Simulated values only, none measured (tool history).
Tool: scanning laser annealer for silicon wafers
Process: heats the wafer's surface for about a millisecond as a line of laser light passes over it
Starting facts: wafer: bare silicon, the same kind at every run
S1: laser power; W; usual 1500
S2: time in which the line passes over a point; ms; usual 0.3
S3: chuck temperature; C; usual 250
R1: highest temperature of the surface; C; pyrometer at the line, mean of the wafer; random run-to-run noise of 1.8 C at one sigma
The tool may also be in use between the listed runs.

Run 1, hour 0: usual settings. Result: R1 1048 C.
Run 2, hour 8: usual settings but S1 1414 W. Result: R1 990 C.
Run 3, hour 20.8: usual settings. Result: R1 1047 C.
Run 4, hour 30.6: usual settings. Result: R1 1049 C.
Run 5, hour 41.5: usual settings. Result: R1 1048 C.
Run 6, hour 50.4: usual settings. Result: R1 1047 C.
Run 7, hour 59.9: usual settings but S1 1515 W. Result: R1 1055 C.
Run 8, hour 73.4: usual settings but S1 1508 W, S2 0.342 ms, S3 215 C. Result: R1 1066 C.
Run 9, hour 84.6: usual settings. Result: R1 1046 C.
Run 10, hour 90.3: usual settings. Result: R1 1045 C.
Run 11, hour 97.3: usual settings but S1 1556 W, S2 0.251 ms, S3 274 C. Result: R1 1045 C.
Run 12, hour 103.3: usual settings but S1 1556 W, S2 0.248 ms, S3 254 C. Result: R1 1022 C.
Run 13, hour 111.4: usual settings but S1 1375 W, S2 0.342 ms, S3 254 C. Result: R1 1016 C.

Here are 3 independent what-if runs from the current tool condition. What would each one return?
Run A, hour 117.7: usual settings but S1 1410 W, S2 0.276 ms, S3 227 C. Result: R1 ?.
Run B, hour 117.7: usual settings but S1 1362 W, S2 0.342 ms, S3 261 C. Result: R1 ?.
Run C, hour 117.7: usual settings but S1 1562 W, S2 0.236 ms, S3 263 C. Result: R1 ?.

run    R1
  A   942
  B  1015
  C  1013
Without the tool's unlogged condition, the same runs would have read:
run    R1
  A   942
  B  1015
  C  1014

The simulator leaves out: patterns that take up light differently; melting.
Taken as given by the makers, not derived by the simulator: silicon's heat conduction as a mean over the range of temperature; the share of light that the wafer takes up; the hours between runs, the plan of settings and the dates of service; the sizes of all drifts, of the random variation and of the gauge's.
